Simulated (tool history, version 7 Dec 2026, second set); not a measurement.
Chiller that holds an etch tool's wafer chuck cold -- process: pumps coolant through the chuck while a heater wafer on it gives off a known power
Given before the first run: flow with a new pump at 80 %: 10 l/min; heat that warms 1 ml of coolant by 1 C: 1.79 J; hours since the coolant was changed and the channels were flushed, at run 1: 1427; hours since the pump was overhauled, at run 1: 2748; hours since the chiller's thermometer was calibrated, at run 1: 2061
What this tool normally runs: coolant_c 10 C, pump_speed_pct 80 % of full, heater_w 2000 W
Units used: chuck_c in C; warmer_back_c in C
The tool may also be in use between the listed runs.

run,day,coolant_c,pump_speed_pct,heater_w,hours since the coolant was changed and the channels were flushed,hours since the pump was overhauled,hours since the chiller's thermometer was calibrated,chuck_c,warmer_back_c
1,0.000,10,80,2000,1427,2748,2061,29.7,7.03
2,1.250,10,80,2000,1457,2778,2091,30.0,7.09
3,2.838,10,66,2000,1495,2816,2129,32.4,8.59
4,4.221,10,66,2000,1528,2849,2162,32.5,8.62
5,5.225,10,66,2000,1552,2874,2186,32.3,8.66
6,6.771,10,66,2000,1589,2911,2224,32.3,8.61
7,7.508,20,80,2000,1607,2928,2241,40.0,7.08
8,8.979,10,80,2000,1642,2964,2277,29.9,7.08
9,9.858,10,74,2000,1663,2985,2298,30.9,7.73
10,10.792,10,74,2000,1686,3007,2320,30.9,7.67
11,11.804,10,80,2000,1710,3031,2344,29.9,7.16
12,13.488,10,80,2000,1750,3072,2385,30.2,7.11
13,14.471,10,74,2000,1774,3095,2408,30.8,7.69
# day 14.762: coolant pump overhauled
14,15.762,10,74,2000,1800,24,2434,31.6,7.95
15,16.904,2,89,2000,1827,51,2462,21.2,6.67
# day 18.017: coolant pump overhauled, once more
16,18.362,2,89,2000,1857,8,2492,20.1,6.01
17,19.338,13,86,1205,1881,32,2515,24.1,3.77
18,20.996,13,86,1205,1920,71,2555,24.0,3.75
19,22.229,10,65,1804,1950,101,2585,29.8,7.46
20,23.629,10,65,1804,1984,135,2618,29.9,7.41
21,25.242,19,65,1804,2022,173,2657,39.0,7.44
22,27.042,7,66,2123,2066,217,2700,30.3,8.65
23,28.104,7,66,2123,2091,242,2725,30.1,8.68
24,29.771,2,68,1485,2131,282,2766,17.8,5.92
25,30.704,14,70,1437,2154,305,2788,29.1,5.57

Branching from run 25: 3 alternative next runs. What would each branch give?
A,31.654,9,100,1930,2176,327,2811,?,?
B,31.654,9,76,1437,2176,327,2811,?,?
C,31.654,10,99,2000,2176,327,2811,?,?

run,chuck_c,warmer_back_c
A,25.4,5.15
B,23.4,5.08
C,27.2,5.43
What these runs would have given with no unlogged condition in the tool:
run,chuck_c,warmer_back_c
A,24.6,5.14
B,22.8,5.08
C,26.4,5.42
